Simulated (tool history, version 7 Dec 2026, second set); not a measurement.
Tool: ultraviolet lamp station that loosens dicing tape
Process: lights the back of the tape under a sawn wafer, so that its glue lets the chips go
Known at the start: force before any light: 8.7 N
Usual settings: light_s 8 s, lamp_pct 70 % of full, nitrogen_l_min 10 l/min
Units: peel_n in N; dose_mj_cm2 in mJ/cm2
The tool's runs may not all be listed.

Run 1, hour 0: usual settings. Result: peel_n 1.335 N, dose_mj_cm2 361 mJ/cm2.
Run 2, hour 7.2: usual settings but lamp_pct 88 % of full. Result: peel_n 0.818 N, dose_mj_cm2 446 mJ/cm2.
Run 3, hour 14.1: usual settings but lamp_pct 88 % of full. Result: peel_n 0.834 N, dose_mj_cm2 446 mJ/cm2.
Run 4, hour 20.7: usual settings but nitrogen_l_min 4 l/min. Result: peel_n 1.862 N, dose_mj_cm2 358 mJ/cm2.
Run 5, hour 29.6: usual settings but nitrogen_l_min 4 l/min. Result: peel_n 1.961 N, dose_mj_cm2 356 mJ/cm2.
Run 6, hour 38.8: usual settings but nitrogen_l_min 4 l/min. Result: peel_n 1.895 N, dose_mj_cm2 361 mJ/cm2.
Run 7, hour 47.4: usual settings but nitrogen_l_min 4 l/min. Result: peel_n 2.012 N, dose_mj_cm2 355 mJ/cm2.
Run 8, hour 51.4: usual settings but nitrogen_l_min 4 l/min. Result: peel_n 1.983 N, dose_mj_cm2 355 mJ/cm2.
Run 9, hour 59.4: usual settings but lamp_pct 93 % of full. Result: peel_n 0.762 N, dose_mj_cm2 469 mJ/cm2.
At hour 60.7: window cleaned of glue's vapour.
Run 10, hour 63.7: usual settings but light_s 9 s. Result: peel_n 1.113 N, dose_mj_cm2 388 mJ/cm2.
Run 11, hour 69.5: usual settings but light_s 9 s. Result: peel_n 1.132 N, dose_mj_cm2 383 mJ/cm2.
Run 12, hour 77.6: usual settings but light_s 9 s. Result: peel_n 1.099 N, dose_mj_cm2 388 mJ/cm2.
At hour 84.3: window cleaned of glue's vapour, once more.
Run 13, hour 87.1: usual settings. Result: peel_n 1.294 N, dose_mj_cm2 362 mJ/cm2.
Run 14, hour 94: usual settings but lamp_pct 75 % of full. Result: peel_n 1.135 N, dose_mj_cm2 391 mJ/cm2.
Run 15, hour 98.2: usual settings but light_s 15 s. Result: peel_n 0.32 N, dose_mj_cm2 684 mJ/cm2.
Run 16, hour 103.3: usual settings but light_s 4 s, lamp_pct 82 % of full, nitrogen_l_min 9 l/min. Result: peel_n 2.89 N, dose_mj_cm2 207 mJ/cm2.
Run 17, hour 111.2: usual settings but light_s 4 s, lamp_pct 82 % of full, nitrogen_l_min 9 l/min. Result: peel_n 2.846 N, dose_mj_cm2 208 mJ/cm2.
Run 18, hour 117.7: usual settings but lamp_pct 86 % of full, nitrogen_l_min 9 l/min. Result: peel_n 0.906 N, dose_mj_cm2 446 mJ/cm2.
Run 19, hour 121.6: usual settings but light_s 7 s, lamp_pct 63 % of full, nitrogen_l_min 9 l/min. Result: peel_n 1.965 N, dose_mj_cm2 283 mJ/cm2.
Run 20, hour 126.4: usual settings but light_s 7 s, lamp_pct 63 % of full, nitrogen_l_min 9 l/min. Result: peel_n 2.037 N, dose_mj_cm2 285 mJ/cm2.
Run 21, hour 133.6: usual settings but light_s 7 s, lamp_pct 64 % of full, nitrogen_l_min 7 l/min. Result: peel_n 2.111 N, dose_mj_cm2 284 mJ/cm2.
Run 22, hour 142.9: usual settings but light_s 7 s, lamp_pct 64 % of full, nitrogen_l_min 7 l/min. Result: peel_n 2.185 N, dose_mj_cm2 286 mJ/cm2.
Run 23, hour 147.1: usual settings but light_s 7 s, lamp_pct 64 % of full, nitrogen_l_min 7 l/min. Result: peel_n 2.098 N, dose_mj_cm2 288 mJ/cm2.
Run 24, hour 154.3: usual settings but light_s 5 s, nitrogen_l_min 6 l/min. Result: peel_n 2.946 N, dose_mj_cm2 223 mJ/cm2.
Run 25, hour 162.5: usual settings but lamp_pct 61 % of full. Result: peel_n 1.644 N, dose_mj_cm2 309 mJ/cm2.
Run 26, hour 169.8: usual settings but light_s 5 s, lamp_pct 71 % of full. Result: peel_n 2.53 N, dose_mj_cm2 228 mJ/cm2.
Run 27, hour 173.9: usual settings but light_s 5 s, lamp_pct 71 % of full, nitrogen_l_min 7 l/min. Result: peel_n 2.868 N, dose_mj_cm2 227 mJ/cm2.
Run 28, hour 178.6: usual settings but light_s 6 s, lamp_pct 67 % of full, nitrogen_l_min 3 l/min. Result: peel_n 3.291 N, dose_mj_cm2 253 mJ/cm2.
Run 29, hour 185.1: usual settings but lamp_pct 98 % of full. Result: peel_n 0.681 N, dose_mj_cm2 499 mJ/cm2.

Hidden state or all else? Some run-to-run changes of peel_n, split into what the settings, what came in and random variation would give without the hidden state, and what is left for the hidden state (with any gauge scatter that isn't in both results):
The hidden state here: lamp's light, % of a new lamp's; light that the window lets through, % of a clean one's; drift of the gauge itself on peel_n, %; drift of the gauge itself on dose_mj_cm2, %.
Run 15 -> 16: light_s 15 -> 4, lamp_pct 70 -> 82, nitrogen_l_min 10 -> 9. peel_n +2.57 N: hidden state +0.173, all else +2.397.
Run 28 -> 29: light_s 6 -> 8, lamp_pct 67 -> 98, nitrogen_l_min 3 -> 10. peel_n -2.61 N: hidden state -0.16, all else -2.45.
